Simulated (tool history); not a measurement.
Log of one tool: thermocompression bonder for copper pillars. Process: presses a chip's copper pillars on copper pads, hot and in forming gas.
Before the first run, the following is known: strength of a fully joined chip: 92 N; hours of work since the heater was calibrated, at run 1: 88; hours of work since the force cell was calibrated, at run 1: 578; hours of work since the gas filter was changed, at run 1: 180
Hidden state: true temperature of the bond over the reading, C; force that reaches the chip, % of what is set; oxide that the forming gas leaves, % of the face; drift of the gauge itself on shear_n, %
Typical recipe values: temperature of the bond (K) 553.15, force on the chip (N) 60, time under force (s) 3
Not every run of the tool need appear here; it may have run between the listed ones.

run	hour	temperature of the bond (K)	force on the chip (N)	time under force (s)	hours of work since the heater was calibrated	hours of work since the force cell was calibrated	hours of work since the gas filter was changed	force that shears a chip off (N)
1	0.0	553.15	60	3	88	578	180	38.8
2	50.6	553.15	60	2	127	617	219	31.5
3	88.4	553.15	60	8	156	645	247	52.1
# hour 125.2: forming gas filter changed
4	133.1	553.15	60	8	190	679	6	56.7
5	177.6	553.15	60	8	223	713	40	55.9
6	207.8	553.15	60	8	247	736	63	56.8
7	260.9	553.15	60	8	287	776	103	55.6
8	311.7	553.15	60	8	326	815	142	55.5
9	350.6	553.15	60	8	355	845	172	56.9
10	400.8	553.15	60	3	394	883	210	39.2
11	443.0	553.15	60	3	426	915	242	39.2
12	479.7	553.15	60	3	454	943	270	39.2
# hour 484.3: forming gas filter changed
13	531.0	553.15	44	3	493	982	36	36.3
14	574.4	553.15	44	3	526	1015	69	35.0
15	626.7	553.15	44	3	565	1055	109	35.2
16	651.0	553.15	44	3	584	1073	127	34.8
17	699.2	553.15	54	2	621	1110	164	34.0
18	742.3	553.15	41	3	654	1143	197	34.6
19	765.6	544.15	60	3	671	1161	214	35.6
# hour 771.3: force cell calibrated
20	808.4	544.15	60	3	703	28	246	36.6
# hour 845.2: forming gas filter changed
21	860.5	555.15	37	4	742	68	12	41.0
22	885.9	555.15	37	4	762	87	31	38.5
# hour 894.0: force cell calibrated, once more
23	909.5	555.15	42	4	778	12	48	42.2
24	940.0	555.15	42	4	802	35	71	41.1
25	963.9	580.15	60	3	820	53	89	59.6
26	1017.6	580.15	60	3	861	94	130	57.5
27	1056.2	580.15	60	3	890	124	160	58.4
28	1093.6	542.15	38	2	919	152	188	23.4

A few steps of force that shears a chip off (N) between consecutive runs. Split each: what settings, incoming material and random variation would produce without the hidden state, and what is left over for the hidden state, along with gauge scatter present in only one of the two compared results (measured, and without hidden state):
Run 2 -> 3: time under force (s) 2 -> 8. force that shears a chip off (N) +20.6: hidden state -1.3, all else +21.9.
Run 3 -> 4: forming gas filter changed. force that shears a chip off (N) +4.6: hidden state +3.6, all else +1.0.
Run 20 -> 21: temperature of the bond (K) 544.15 -> 555.15, force on the chip (N) 60 -> 37, time under force (s) 3 -> 4, forming gas filter changed. force that shears a chip off (N) +4.4: hidden state +2.4, all else +2.0.
Run 27 -> 28: temperature of the bond (K) 580.15 -> 542.15, force on the chip (N) 60 -> 38, time under force (s) 3 -> 2. force that shears a chip off (N) -35.0: hidden state +0.0, all else -35.0.

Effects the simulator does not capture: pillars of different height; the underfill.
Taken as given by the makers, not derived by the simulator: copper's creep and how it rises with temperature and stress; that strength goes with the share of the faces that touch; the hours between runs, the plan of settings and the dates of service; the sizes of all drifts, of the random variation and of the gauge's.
